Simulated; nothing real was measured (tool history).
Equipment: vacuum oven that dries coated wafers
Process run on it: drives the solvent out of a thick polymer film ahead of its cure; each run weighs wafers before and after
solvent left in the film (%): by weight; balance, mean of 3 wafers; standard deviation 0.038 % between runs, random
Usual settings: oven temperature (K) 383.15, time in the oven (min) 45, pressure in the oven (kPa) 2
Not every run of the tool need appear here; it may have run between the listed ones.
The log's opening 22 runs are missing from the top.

run	hour	oven temperature (K)	time in the oven (min)	pressure in the oven (kPa)	hours of work since the thermocouples were calibrated	hours of work since the vacuum gauge was cleaned of residue	solvent left in the film (%)
23	819.2	383.15	45	2	1357	794	3.51
24	865.4	383.15	45	2	1385	823	3.48
25	902.4	384.15	33	2	1408	845	4.66
26	929.2	384.15	33	2	1425	862	4.69
27	955.5	390.15	31	5.37	1441	878	4.84
28	983.1	383.15	32	6.03	1458	895	6.54
29	1033.8	383.15	77	3.62	1489	926	2.55
30	1077	390.15	50	1.86	1516	953	1.85
31	1104.4	377.15	67	2.43	1533	970	3.34
32	1130.1	383.15	42	2	1549	986	3.69
# hour 1156.1: oven's thermocouples calibrated
33	1164.2	383.15	42	2	5	1006	4.2
34	1214.5	390.15	30	4.72	36	1037	5.14
# hour 1229.8: vacuum gauge cleaned of residue and calibrated
35	1238.1	385.15	30	1.32	50	5	4.99
36	1279.2	392.15	69	4.17	75	31	2.01
37	1308.5	387.15	45	2	93	49	3.04
38	1333.1	387.15	45	2	108	64	3.08
39	1359.6	387.15	45	2	125	80	3.05
40	1398.3	387.15	45	2	149	104	3.05
41	1447.8	387.15	45	2	179	135	3.06
42	1482.5	376.15	35	1.75	201	156	6.44

Expected results for the next run?
43	1530.6	376.15	35	1.75	230	186	?

{"run 43": {"solvent left in the film (%)": 6.45}}
If the tool had no hidden condition, the same run with the same run-to-run variation would have returned solvent left in the film (%) 6.47.
